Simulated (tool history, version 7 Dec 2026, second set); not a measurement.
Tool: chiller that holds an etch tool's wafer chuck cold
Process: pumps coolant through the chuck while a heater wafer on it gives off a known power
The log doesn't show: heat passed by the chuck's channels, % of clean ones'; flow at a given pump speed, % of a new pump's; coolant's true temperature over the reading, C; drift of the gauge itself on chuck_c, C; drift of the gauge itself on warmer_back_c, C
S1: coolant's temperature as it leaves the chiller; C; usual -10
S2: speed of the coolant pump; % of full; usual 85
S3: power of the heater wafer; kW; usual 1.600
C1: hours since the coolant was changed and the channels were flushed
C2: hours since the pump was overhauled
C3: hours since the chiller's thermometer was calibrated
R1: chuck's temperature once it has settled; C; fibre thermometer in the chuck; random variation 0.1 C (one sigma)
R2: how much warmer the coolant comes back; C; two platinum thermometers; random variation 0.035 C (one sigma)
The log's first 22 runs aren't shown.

{"run": 23, "hour": 784.1, "S1": -3, "S2": 95, "S3": 2.271, "C1": 6700, "C2": 2457, "C3": 2505, "R1": 15.6, "R2": 7.44}
{"run": 24, "hour": 821.8, "S1": -18, "S2": 67, "S3": 0.938, "C1": 6738, "C2": 2495, "C3": 2543, "R1": -7.5, "R2": 4.23}
{"run": 25, "hour": 866.6, "S1": -10, "S2": 85, "S3": 2.383, "C1": 6783, "C2": 2540, "C3": 2588, "R1": 11.7, "R2": 8.71}
{"run": 26, "hour": 895.3, "S1": -11, "S2": 85, "S3": 2.383, "C1": 6812, "C2": 2569, "C3": 2616, "R1": 10.7, "R2": 8.78}
{"hour": 904.0, "done": "coolant changed, channels flushed"}
{"run": 27, "hour": 948.7, "S1": -11, "S2": 95, "S3": 2.365, "C1": 45, "C2": 2616, "C3": 2664, "R1": 8.6, "R2": 7.67}
{"run": 28, "hour": 970.6, "S1": -19, "S2": 93, "S3": 1.413, "C1": 67, "C2": 2638, "C3": 2685, "R1": -7.1, "R2": 4.6}
{"run": 29, "hour": 990.9, "S1": -10, "S2": 64, "S3": 1.6, "C1": 87, "C2": 2658, "C3": 2706, "R1": 8.6, "R2": 7.69}
{"run": 30, "hour": 1021.6, "S1": -19, "S2": 62, "S3": 1.503, "C1": 118, "C2": 2689, "C3": 2736, "R1": -1.0, "R2": 7.41}
{"run": 31, "hour": 1047.5, "S1": -19, "S2": 62, "S3": 1.503, "C1": 144, "C2": 2715, "C3": 2762, "R1": -1.0, "R2": 7.41}

5 ways to go on from here, each from the tool as it stands after run 31. What would each give?
{"run": "A", "hour": 1083.9, "S1": -9, "S2": 85, "S3": 1.6, "C1": 180, "C2": 2751, "C3": 2799, "R1": "?", "R2": "?"}
{"run": "B", "hour": 1083.9, "S1": -3, "S2": 62, "S3": 1.503, "C1": 180, "C2": 2751, "C3": 2799, "R1": "?", "R2": "?"}
{"run": "C", "hour": 1083.9, "S1": -10, "S2": 62, "S3": 1.6, "C1": 180, "C2": 2751, "C3": 2799, "R1": "?", "R2": "?"}
{"run": "D", "hour": 1083.9, "S1": -14, "S2": 84, "S3": 1.323, "C1": 180, "C2": 2751, "C3": 2799, "R1": "?", "R2": "?"}
{"run": "E", "hour": 1083.9, "S1": -8, "S2": 84, "S3": 0.974, "C1": 180, "C2": 2751, "C3": 2799, "R1": "?", "R2": "?"}

run=A R1=5.8 R2=5.66
run=B R1=14.9 R2=7.34
run=C R1=8.9 R2=7.91
run=D R1=-1.8 R2=4.69
run=E R1=0.9 R2=3.39
Without the tool's hidden state the same runs would have given:
run=A R1=5.8 R2=6.03
run=B R1=14.9 R2=7.72
run=C R1=8.9 R2=8.29
run=D R1=-1.8 R2=5.06
run=E R1=0.9 R2=3.76

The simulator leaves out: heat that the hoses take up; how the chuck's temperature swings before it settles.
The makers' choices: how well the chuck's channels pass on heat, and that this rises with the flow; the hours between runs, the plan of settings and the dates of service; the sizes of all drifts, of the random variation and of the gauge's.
